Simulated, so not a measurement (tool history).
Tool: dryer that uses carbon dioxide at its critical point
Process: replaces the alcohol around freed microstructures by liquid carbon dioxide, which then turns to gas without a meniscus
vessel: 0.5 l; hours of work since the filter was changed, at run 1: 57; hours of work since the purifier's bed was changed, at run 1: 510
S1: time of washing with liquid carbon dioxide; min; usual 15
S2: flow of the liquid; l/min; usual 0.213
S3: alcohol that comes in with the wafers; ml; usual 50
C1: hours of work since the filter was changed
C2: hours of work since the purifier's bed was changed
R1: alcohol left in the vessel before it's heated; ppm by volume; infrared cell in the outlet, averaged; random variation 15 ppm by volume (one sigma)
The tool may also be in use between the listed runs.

| run | hour | S1 | S2 | S3 | C1 | C2 | R1 |
|---|---|---|---|---|---|---|---|
| 1 | 0 | 15 | 0.213 | 50 | 57 | 510 | 1296 |
| 2 | 11.6 | 15 | 0.213 | 52 | 63 | 516 | 1343 |
| 3 | 23.7 | 15 | 0.15 | 50 | 69 | 522 | 4609 |
| 4 | 37.6 | 15 | 0.213 | 50 | 76 | 529 | 1354 |
| 5 | 59.1 | 15 | 0.213 | 50 | 87 | 540 | 1384 |
| 6 | 83.1 | 15 | 0.213 | 50 | 99 | 552 | 1455 |
| 7 | 101.7 | 15 | 0.213 | 50 | 108 | 562 | 1511 |
| 8 | 120.8 | 15 | 0.213 | 50 | 118 | 571 | 1500 |
| 9 | 131.6 | 15 | 0.213 | 74 | 123 | 577 | 2206 |
| 10 | 154.6 | 15 | 0.213 | 74 | 135 | 588 | 2232 |
| 11 | 176.9 | 15 | 0.213 | 50 | 146 | 599 | 1605 |
| 12 | 194.1 | 13 | 0.213 | 50 | 155 | 608 | 2607 |
| 13 | 208.4 | 15 | 0.336 | 50 | 162 | 615 | 348 |
| 14 | 226.6 | 13 | 0.336 | 50 | 171 | 625 | 541 |
| 15 | 251.5 | 15 | 0.213 | 50 | 183 | 637 | 1735 |
| 16 | 276.1 | 15 | 0.213 | 50 | 196 | 649 | 1749 |
| 17 | 290.8 | 15 | 0.213 | 77 | 203 | 657 | 2763 |
| 18 | 306.8 | 15 | 0.213 | 77 | 211 | 665 | 2710 |
| 19 | 320.2 | 11 | 0.213 | 77 | 218 | 672 | 7916 |
| 20 | 333.7 | 15 | 0.213 | 50 | 225 | 678 | 1940 |
| 21 | 345.2 | 19 | 0.213 | 50 | 231 | 684 | 843 |
|  | 356.1 | inlet filter changed |
| 22 | 358 | 15 | 0.213 | 50 | 1 | 690 | 1169 |
| 23 | 371.4 | 15 | 0.213 | 50 | 8 | 697 | 1213 |
| 24 | 381.5 | 15 | 0.213 | 50 | 13 | 702 | 1229 |
| 25 | 393.3 | 13 | 0.161 | 50 | 19 | 708 | 5217 |
| 26 | 412.8 | 19 | 0.168 | 74 | 29 | 718 | 1805 |
| 27 | 427.5 | 13 | 0.235 | 74 | 36 | 725 | 2056 |
| 28 | 439.7 | 15 | 0.213 | 56 | 42 | 731 | 1429 |
|  | 457 | purifier's bed changed |
| 29 | 460.7 | 15 | 0.338 | 56 | 51 | 2 | 84 |
| 30 | 471.7 | 19 | 0.213 | 50 | 57 | 7 | 332 |
| 31 | 488.7 | 15 | 0.213 | 113 | 65 | 16 | 2504 |
| 32 | 507 | 11 | 0.217 | 42 | 75 | 25 | 3013 |
| 33 | 519.6 | 22 | 0.199 | 42 | 81 | 32 | 208 |
| 34 | 543.8 | 10 | 0.132 | 72 | 93 | 44 | 23641 |
| 35 | 556.6 | 15 | 0.3 | 39 | 100 | 50 | 162 |
| 36 | 578.1 | 15 | 0.3 | 39 | 110 | 61 | 187 |
| 37 | 589.9 | 17 | 0.3 | 26 | 116 | 67 | 70 |
| 38 | 602 | 17 | 0.188 | 65 | 122 | 73 | 1727 |
| 39 | 618.5 | 10 | 0.188 | 65 | 131 | 81 | 10235 |
| 40 | 642.8 | 15 | 0.324 | 50 | 143 | 94 | 177 |
| 41 | 665.2 | 19 | 0.155 | 28 | 154 | 105 | 1164 |
| 42 | 689.8 | 19 | 0.155 | 69 | 167 | 117 | 2929 |
| 43 | 702.4 | 19 | 0.155 | 69 | 173 | 124 | 2919 |
| 44 | 720.2 | 19 | 0.155 | 69 | 182 | 133 | 2989 |
| 45 | 734 | 19 | 0.155 | 69 | 189 | 140 | 3045 |
| 46 | 747.7 | 19 | 0.155 | 69 | 196 | 146 | 3085 |
| 47 | 764.8 | 14 | 0.222 | 50 | 204 | 155 | 1829 |

How the hidden state differs across the entries between the runs, from the last listed run before each to the first after it:
Between runs 21 and 22: inlet filter changed (hour 356.1)
  flow that reaches the vessel past the clogged filter, %: 86.8 -> 99.9; alcohol in the recycled carbon dioxide, ppm: 262.1 -> 264.1
  measured less the result without the state, R1: +574 -> +259 ppm by volume
Between runs 28 and 29: purifier's bed changed (hour 457)
  flow that reaches the vessel past the clogged filter, %: 97.5 -> 97; alcohol in the recycled carbon dioxide, ppm: 279.4 -> 6
  measured less the result without the state, R1: +402 -> +17 ppm by volume
